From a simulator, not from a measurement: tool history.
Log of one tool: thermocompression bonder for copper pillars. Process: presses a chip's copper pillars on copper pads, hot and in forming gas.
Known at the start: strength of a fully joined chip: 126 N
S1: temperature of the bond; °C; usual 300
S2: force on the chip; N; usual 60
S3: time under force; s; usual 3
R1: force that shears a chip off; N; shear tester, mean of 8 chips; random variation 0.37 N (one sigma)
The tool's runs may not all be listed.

run 1 hour=0 | S1=300 S2=60 S3=3 | R1=63.5
run 2 hour=49.4 | S1=300 S2=60 S3=3 | R1=63.8
run 3 hour=84.3 | S1=300 S2=60 S3=8 | R1=86.1
run 4 hour=118.5 | S1=316 S2=60 S3=3 | R1=73.1
run 5 hour=158.6 | S1=316 S2=60 S3=3 | R1=73.7
run 6 hour=210.6 | S1=316 S2=60 S3=3 | R1=72.8
run 7 hour=258.6 | S1=316 S2=60 S3=3 | R1=72.8
run 8 hour=284.5 | S1=316 S2=60 S3=3 | R1=73.6
run 9 hour=314 | S1=316 S2=60 S3=3 | R1=73.6
run 10 hour=355.7 | S1=316 S2=57 S3=3 | R1=70.9
run 11 hour=378.3 | S1=316 S2=57 S3=3 | R1=70.3
-- hour=387 forming gas filter changed
run 12 hour=401.6 | S1=329 S2=60 S3=3 | R1=82.8
run 13 hour=455.5 | S1=329 S2=60 S3=3 | R1=83.1
run 14 hour=480.1 | S1=329 S2=60 S3=3 | R1=83
run 15 hour=526.7 | S1=329 S2=60 S3=3 | R1=83.1
run 16 hour=561.5 | S1=306 S2=63 S3=6 | R1=88.5
run 17 hour=613.4 | S1=284 S2=85 S3=7 | R1=93.6
run 18 hour=638.6 | S1=284 S2=85 S3=7 | R1=94.3
run 19 hour=681.8 | S1=284 S2=85 S3=7 | R1=93.2
run 20 hour=730.1 | S1=284 S2=85 S3=7 | R1=93.9
run 21 hour=766.6 | S1=300 S2=60 S3=2 | R1=57.4
-- hour=785.1 heater calibrated with a thermocouple chip
run 22 hour=800.9 | S1=300 S2=60 S3=2 | R1=49.8
run 23 hour=832.6 | S1=300 S2=60 S3=2 | R1=50.5

The next listed run, before its measurement:
run 24 hour=857.6 | S1=321 S2=86 S3=3 | R1=?

R1: 89.1 N
Without the tool's hidden state the same run would have given R1 96.1 N.
